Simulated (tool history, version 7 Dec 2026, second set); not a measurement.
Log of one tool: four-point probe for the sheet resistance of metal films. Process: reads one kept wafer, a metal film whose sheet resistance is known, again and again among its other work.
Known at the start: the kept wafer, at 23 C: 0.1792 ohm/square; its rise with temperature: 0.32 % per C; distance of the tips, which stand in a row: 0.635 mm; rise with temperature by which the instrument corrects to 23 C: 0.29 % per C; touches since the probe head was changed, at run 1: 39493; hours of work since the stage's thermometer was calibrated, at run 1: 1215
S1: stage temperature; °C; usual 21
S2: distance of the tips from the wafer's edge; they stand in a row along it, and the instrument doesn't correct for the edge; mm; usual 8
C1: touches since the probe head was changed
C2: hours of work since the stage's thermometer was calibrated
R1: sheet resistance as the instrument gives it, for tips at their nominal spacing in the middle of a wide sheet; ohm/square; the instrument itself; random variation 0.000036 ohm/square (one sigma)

run 1 hour=0 | S1=21 S2=8 | C1=39493 C2=1215 | R1=0.17975
run 2 hour=38.6 | S1=21 S2=8 | C1=40930 C2=1241 | R1=0.179719
run 3 hour=84.5 | S1=21 S2=5 | C1=42635 C2=1271 | R1=0.18064
run 4 hour=109.1 | S1=21 S2=5 | C1=43549 C2=1287 | R1=0.180612
run 5 hour=142.8 | S1=21 S2=55 | C1=44804 C2=1309 | R1=0.179063
run 6 hour=171.6 | S1=29 S2=55 | C1=45875 C2=1328 | R1=0.179625
run 7 hour=213.3 | S1=29 S2=55 | C1=47426 C2=1356 | R1=0.179595
run 8 hour=236.3 | S1=29 S2=55 | C1=48281 C2=1371 | R1=0.17961
run 9 hour=277 | S1=29 S2=55 | C1=49794 C2=1398 | R1=0.179644

Run 10 comes next. What will it give?
run 10 hour=298.2 | S1=23 S2=29 | C1=50583 C2=1412 | R1=?

Run 10 gave R1 0.179226 ohm/square.
Without the tool's hidden state the same run would have given R1 0.17922 ohm/square.
